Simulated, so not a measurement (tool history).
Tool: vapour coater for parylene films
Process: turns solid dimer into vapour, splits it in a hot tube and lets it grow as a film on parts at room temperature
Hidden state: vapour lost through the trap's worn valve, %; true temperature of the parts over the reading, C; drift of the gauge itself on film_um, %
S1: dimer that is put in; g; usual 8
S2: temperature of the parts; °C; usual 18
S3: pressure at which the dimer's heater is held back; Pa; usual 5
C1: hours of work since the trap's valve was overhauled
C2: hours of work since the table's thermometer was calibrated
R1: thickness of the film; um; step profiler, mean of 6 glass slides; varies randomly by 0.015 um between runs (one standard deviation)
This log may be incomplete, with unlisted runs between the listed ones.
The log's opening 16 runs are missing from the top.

run 17 day=39.358 | S1=8 S2=18 S3=10.2 | C1=575 C2=527 | R1=1.33
run 18 day=42.517 | S1=5 S2=12 S3=5 | C1=621 C2=573 | R1=1.21
run 19 day=44 | S1=8 S2=26 S3=8.72 | C1=642 C2=594 | R1=0.97
-- day=45.079 trap's valve overhauled
run 20 day=47.438 | S1=6 S2=24 S3=8.72 | C1=34 C2=642 | R1=0.78
run 21 day=49.229 | S1=6 S2=24 S3=8.72 | C1=60 C2=668 | R1=0.79
run 22 day=52.154 | S1=10 S2=18 S3=5 | C1=103 C2=710 | R1=1.84
run 23 day=54.667 | S1=10 S2=18 S3=5 | C1=139 C2=747 | R1=1.82
run 24 day=57.692 | S1=10 S2=18 S3=5 | C1=183 C2=791 | R1=1.85
run 25 day=60.438 | S1=4 S2=26 S3=5 | C1=223 C2=831 | R1=0.51
run 26 day=63.838 | S1=4 S2=26 S3=5 | C1=272 C2=880 | R1=0.5
run 27 day=67.221 | S1=8 S2=18 S3=5.33 | C1=321 C2=929 | R1=1.44
run 28 day=68.992 | S1=8 S2=18 S3=4.71 | C1=347 C2=955 | R1=1.49
run 29 day=72.412 | S1=3 S2=28 S3=8.41 | C1=397 C2=1005 | R1=0.34
run 30 day=75.192 | S1=12 S2=28 S3=5 | C1=437 C2=1045 | R1=1.42
run 31 day=78.45 | S1=12 S2=28 S3=5 | C1=485 C2=1092 | R1=1.4
run 32 day=81.588 | S1=12 S2=10 S3=5 | C1=530 C2=1138 | R1=3.1

Forecast each of these 4 alternatives for the next run:
run A day=84.746 | S1=8 S2=25 S3=5 | C1=576 C2=1184 | R1=?
run B day=84.746 | S1=4 S2=10 S3=5 | C1=576 C2=1184 | R1=?
run C day=84.746 | S1=14 S2=10 S3=10.66 | C1=576 C2=1184 | R1=?
run D day=84.746 | S1=5 S2=19 S3=4.38 | C1=576 C2=1184 | R1=?

run=A R1=1.09
run=B R1=1.03
run=C R1=3.29
run=D R1=0.88
Had the tool no hidden state, the same runs would have come out as:
run=A R1=1.1
run=B R1=1.04
run=C R1=3.3
run=D R1=0.88

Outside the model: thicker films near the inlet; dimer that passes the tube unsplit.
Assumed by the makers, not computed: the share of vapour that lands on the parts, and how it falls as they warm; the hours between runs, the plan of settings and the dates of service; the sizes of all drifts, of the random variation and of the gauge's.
